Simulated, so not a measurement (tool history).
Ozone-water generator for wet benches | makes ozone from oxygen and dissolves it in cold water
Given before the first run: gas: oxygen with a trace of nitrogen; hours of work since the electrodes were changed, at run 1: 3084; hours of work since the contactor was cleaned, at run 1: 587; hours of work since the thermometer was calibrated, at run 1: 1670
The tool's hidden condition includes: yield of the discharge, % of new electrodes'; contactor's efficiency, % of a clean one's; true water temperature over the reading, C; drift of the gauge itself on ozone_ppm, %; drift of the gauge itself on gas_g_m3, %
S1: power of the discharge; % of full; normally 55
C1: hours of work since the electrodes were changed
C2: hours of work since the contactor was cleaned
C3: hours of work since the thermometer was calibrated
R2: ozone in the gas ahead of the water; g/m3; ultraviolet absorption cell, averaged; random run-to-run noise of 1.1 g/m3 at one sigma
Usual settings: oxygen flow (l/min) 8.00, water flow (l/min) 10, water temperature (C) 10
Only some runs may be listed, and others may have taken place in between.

run 1 hour=0.0 | S1=55 oxygen_flow_(l/min)=8.00 water_flow_(l/min)=10 water_temperature_(C)=10 | C1=3084 C2=587 C3=1670 | dissolved_ozone_(ppm)=38.7 R2=174.6
run 2 hour=53.9 | S1=55 oxygen_flow_(l/min)=8.00 water_flow_(l/min)=10 water_temperature_(C)=10 | C1=3126 C2=629 C3=1712 | dissolved_ozone_(ppm)=39.0 R2=174.7
run 3 hour=158.4 | S1=55 oxygen_flow_(l/min)=8.00 water_flow_(l/min)=10 water_temperature_(C)=10 | C1=3208 C2=711 C3=1794 | dissolved_ozone_(ppm)=38.9 R2=174.6
run 4 hour=248.5 | S1=55 oxygen_flow_(l/min)=8.00 water_flow_(l/min)=10 water_temperature_(C)=10 | C1=3279 C2=782 C3=1865 | dissolved_ozone_(ppm)=38.6 R2=174.6
run 5 hour=323.4 | S1=55 oxygen_flow_(l/min)=8.00 water_flow_(l/min)=10 water_temperature_(C)=12 | C1=3337 C2=841 C3=1924 | dissolved_ozone_(ppm)=37.1 R2=174.6
run 6 hour=401.1 | S1=55 oxygen_flow_(l/min)=8.00 water_flow_(l/min)=10 water_temperature_(C)=12 | C1=3398 C2=902 C3=1985 | dissolved_ozone_(ppm)=37.1 R2=173.0
run 7 hour=496.6 | S1=99 oxygen_flow_(l/min)=8.00 water_flow_(l/min)=10 water_temperature_(C)=10 | C1=3473 C2=976 C3=2060 | dissolved_ozone_(ppm)=62.7 R2=280.0
run 8 hour=549.3 | S1=99 oxygen_flow_(l/min)=8.00 water_flow_(l/min)=10 water_temperature_(C)=10 | C1=3515 C2=1018 C3=2101 | dissolved_ozone_(ppm)=62.7 R2=279.2
run 9 hour=601.1 | S1=99 oxygen_flow_(l/min)=8.00 water_flow_(l/min)=10 water_temperature_(C)=10 | C1=3555 C2=1058 C3=2142 | dissolved_ozone_(ppm)=62.2 R2=280.8
run 10 hour=653.1 | S1=55 oxygen_flow_(l/min)=8.00 water_flow_(l/min)=10 water_temperature_(C)=10 | C1=3596 C2=1099 C3=2182 | dissolved_ozone_(ppm)=38.6 R2=172.5
run 11 hour=744.6 | S1=55 oxygen_flow_(l/min)=8.00 water_flow_(l/min)=10 water_temperature_(C)=10 | C1=3668 C2=1171 C3=2254 | dissolved_ozone_(ppm)=38.4 R2=169.7
run 12 hour=845.4 | S1=55 oxygen_flow_(l/min)=8.29 water_flow_(l/min)=10 water_temperature_(C)=10 | C1=3747 C2=1250 C3=2333 | dissolved_ozone_(ppm)=37.7 R2=169.3
run 13 hour=944.2 | S1=55 oxygen_flow_(l/min)=8.29 water_flow_(l/min)=7 water_temperature_(C)=10 | C1=3824 C2=1328 C3=2411 | dissolved_ozone_(ppm)=45.4 R2=166.8
-- hour=954.5 contactor cleaned
run 14 hour=1049.6 | S1=71 oxygen_flow_(l/min)=8.00 water_flow_(l/min)=10 water_temperature_(C)=10 | C1=3904 C2=75 C3=2490 | dissolved_ozone_(ppm)=46.7 R2=211.1
run 15 hour=1113.8 | S1=55 oxygen_flow_(l/min)=8.00 water_flow_(l/min)=10 water_temperature_(C)=10 | C1=3954 C2=125 C3=2541 | dissolved_ozone_(ppm)=37.2 R2=171.8
run 16 hour=1189.4 | S1=55 oxygen_flow_(l/min)=8.00 water_flow_(l/min)=10 water_temperature_(C)=10 | C1=4014 C2=184 C3=2600 | dissolved_ozone_(ppm)=37.5 R2=170.9
run 17 hour=1276.1 | S1=55 oxygen_flow_(l/min)=8.00 water_flow_(l/min)=6 water_temperature_(C)=10 | C1=4082 C2=252 C3=2668 | dissolved_ozone_(ppm)=47.9 R2=169.3
-- hour=1321.7 contactor cleaned, once more
run 18 hour=1334.1 | S1=63 oxygen_flow_(l/min)=8.00 water_flow_(l/min)=8 water_temperature_(C)=8 | C1=4124 C2=10 C3=2710 | dissolved_ozone_(ppm)=49.9 R2=192.4
run 19 hour=1379.2 | S1=63 oxygen_flow_(l/min)=8.00 water_flow_(l/min)=8 water_temperature_(C)=8 | C1=4159 C2=45 C3=2746 | dissolved_ozone_(ppm)=49.7 R2=188.7
run 20 hour=1475.4 | S1=63 oxygen_flow_(l/min)=8.00 water_flow_(l/min)=8 water_temperature_(C)=8 | C1=4235 C2=121 C3=2821 | dissolved_ozone_(ppm)=50.2 R2=189.0
run 21 hour=1559.3 | S1=63 oxygen_flow_(l/min)=8.00 water_flow_(l/min)=8 water_temperature_(C)=8 | C1=4301 C2=186 C3=2887 | dissolved_ozone_(ppm)=49.7 R2=187.0
run 22 hour=1656.3 | S1=55 oxygen_flow_(l/min)=8.54 water_flow_(l/min)=9 water_temperature_(C)=10 | C1=4377 C2=262 C3=2963 | dissolved_ozone_(ppm)=39.5 R2=164.2
run 23 hour=1741.2 | S1=97 oxygen_flow_(l/min)=8.54 water_flow_(l/min)=9 water_temperature_(C)=10 | C1=4443 C2=329 C3=3030 | dissolved_ozone_(ppm)=61.6 R2=255.3
run 24 hour=1801.7 | S1=81 oxygen_flow_(l/min)=13.81 water_flow_(l/min)=6 water_temperature_(C)=7 | C1=4491 C2=377 C3=3077 | dissolved_ozone_(ppm)=59.5 R2=172.3
run 25 hour=1911.9 | S1=55 oxygen_flow_(l/min)=8.00 water_flow_(l/min)=7 water_temperature_(C)=10 | C1=4577 C2=463 C3=3163 | dissolved_ozone_(ppm)=44.8 R2=167.8
run 26 hour=1990.7 | S1=55 oxygen_flow_(l/min)=8.00 water_flow_(l/min)=7 water_temperature_(C)=10 | C1=4639 C2=525 C3=3225 | dissolved_ozone_(ppm)=44.9 R2=168.1
run 27 hour=2098.8 | S1=55 oxygen_flow_(l/min)=4.88 water_flow_(l/min)=13 water_temperature_(C)=8 | C1=4724 C2=610 C3=3310 | dissolved_ozone_(ppm)=33.5 R2=215.8
run 28 hour=2204.7 | S1=60 oxygen_flow_(l/min)=8.00 water_flow_(l/min)=10 water_temperature_(C)=10 | C1=4807 C2=693 C3=3393 | dissolved_ozone_(ppm)=39.5 R2=178.8
run 29 hour=2289.8 | S1=91 oxygen_flow_(l/min)=8.00 water_flow_(l/min)=10 water_temperature_(C)=17 | C1=4874 C2=759 C3=3460 | dissolved_ozone_(ppm)=46.7 R2=248.1
run 30 hour=2360.4 | S1=91 oxygen_flow_(l/min)=4.59 water_flow_(l/min)=10 water_temperature_(C)=17 | C1=4929 C2=815 C3=3515 | dissolved_ozone_(ppm)=51.4 R2=329.0
run 31 hour=2451.2 | S1=78 oxygen_flow_(l/min)=6.62 water_flow_(l/min)=13 water_temperature_(C)=17 | C1=5000 C2=886 C3=3586 | dissolved_ozone_(ppm)=36.7 R2=237.6
run 32 hour=2535.6 | S1=78 oxygen_flow_(l/min)=6.62 water_flow_(l/min)=13 water_temperature_(C)=17 | C1=5066 C2=952 C3=3653 | dissolved_ozone_(ppm)=36.5 R2=239.6

Here are 4 independent what-if runs from the current tool condition. What would each one return?
run A hour=2627.0 | S1=73 oxygen_flow_(l/min)=6.62 water_flow_(l/min)=10 water_temperature_(C)=6 | C1=5138 C2=1024 C3=3724 | dissolved_ozone_(ppm)=? R2=?
run B hour=2627.0 | S1=47 oxygen_flow_(l/min)=6.62 water_flow_(l/min)=13 water_temperature_(C)=9 | C1=5138 C2=1024 C3=3724 | dissolved_ozone_(ppm)=? R2=?
run C hour=2627.0 | S1=57 oxygen_flow_(l/min)=14.37 water_flow_(l/min)=6 water_temperature_(C)=17 | C1=5138 C2=1024 C3=3724 | dissolved_ozone_(ppm)=? R2=?
run D hour=2627.0 | S1=78 oxygen_flow_(l/min)=14.18 water_flow_(l/min)=7 water_temperature_(C)=6 | C1=5138 C2=1024 C3=3724 | dissolved_ozone_(ppm)=? R2=?

run=A dissolved_ozone_(ppm)=50.2 R2=227.3
run=B dissolved_ozone_(ppm)=28.1 R2=160.9
run=C dissolved_ozone_(ppm)=32.4 R2=124.5
run=D dissolved_ozone_(ppm)=53.9 R2=162.3
With the hidden condition removed and each run's random variation left untouched, the same runs would have given:
run=A dissolved_ozone_(ppm)=60.8 R2=268.9
run=B dissolved_ozone_(ppm)=32.1 R2=179.2
run=C dissolved_ozone_(ppm)=37.8 R2=142.5
run=D dissolved_ozone_(ppm)=65.6 R2=193.7
